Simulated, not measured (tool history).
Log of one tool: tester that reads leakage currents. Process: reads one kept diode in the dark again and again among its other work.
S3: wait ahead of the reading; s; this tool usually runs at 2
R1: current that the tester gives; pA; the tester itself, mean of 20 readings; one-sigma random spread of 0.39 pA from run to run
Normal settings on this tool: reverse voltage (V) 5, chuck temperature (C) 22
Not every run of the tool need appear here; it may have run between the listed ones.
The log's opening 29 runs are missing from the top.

Run 30, hour 4300.1: usual settings but reverse voltage (V) 2.45, chuck temperature (C) 58, S3 0.36 s. Result: R1 2078.64 pA.
Run 31, hour 4463.4: usual settings but reverse voltage (V) 2.52, chuck temperature (C) 29, S3 0.74 s. Result: R1 177.74 pA.
Run 32, hour 4671.8: usual settings but reverse voltage (V) 2.52, chuck temperature (C) 29, S3 0.74 s. Result: R1 178.13 pA.
Run 33, hour 4860.1: usual settings but S3 4.07 s. Result: R1 128.64 pA.
At hour 4879.3: tester calibrated.
Run 34, hour 5072.9: usual settings but reverse voltage (V) 3.22, chuck temperature (C) 33, S3 4.07 s. Result: R1 290.12 pA.
Run 35, hour 5271: usual settings but reverse voltage (V) 3.22, chuck temperature (C) 33, S3 4.07 s. Result: R1 292.06 pA.
Run 36, hour 5395.3: usual settings but reverse voltage (V) 3.22, chuck temperature (C) 33, S3 4.07 s. Result: R1 288.6 pA.
Run 37, hour 5528.4: usual settings but reverse voltage (V) 3.22, chuck temperature (C) 33, S3 4.07 s. Result: R1 290.95 pA.
Run 38, hour 5659.8: usual settings but reverse voltage (V) 1.9, chuck temperature (C) 28, S3 2.21 s. Result: R1 139.78 pA.
At hour 5726.1: probe card cleaned and baked.
Run 39, hour 5818: usual settings but reverse voltage (V) 5.9. Result: R1 139.39 pA.

Predict each of these 4 candidate next runs independently; none follows another, all start after run 39:
Run A, hour 5976.8: usual settings but reverse voltage (V) 14.66, chuck temperature (C) 21. Result: R1 ?.
Run B, hour 5976.8: usual settings but reverse voltage (V) 12.81. Result: R1 ?.
Run C, hour 5976.8: usual settings but reverse voltage (V) 5.9, chuck temperature (C) 47, S3 1.37 s. Result: R1 ?.
Run D, hour 5976.8: usual settings but reverse voltage (V) 14.54, chuck temperature (C) 28, S3 0.92 s. Result: R1 ?.

run       R1
  A   201.91
  B    207.5
  C  1343.28
  D   392.69
Without the tool's unlogged condition, the same runs would have read:
run       R1
  A   202.02
  B   207.61
  C  1343.93
  D   392.89

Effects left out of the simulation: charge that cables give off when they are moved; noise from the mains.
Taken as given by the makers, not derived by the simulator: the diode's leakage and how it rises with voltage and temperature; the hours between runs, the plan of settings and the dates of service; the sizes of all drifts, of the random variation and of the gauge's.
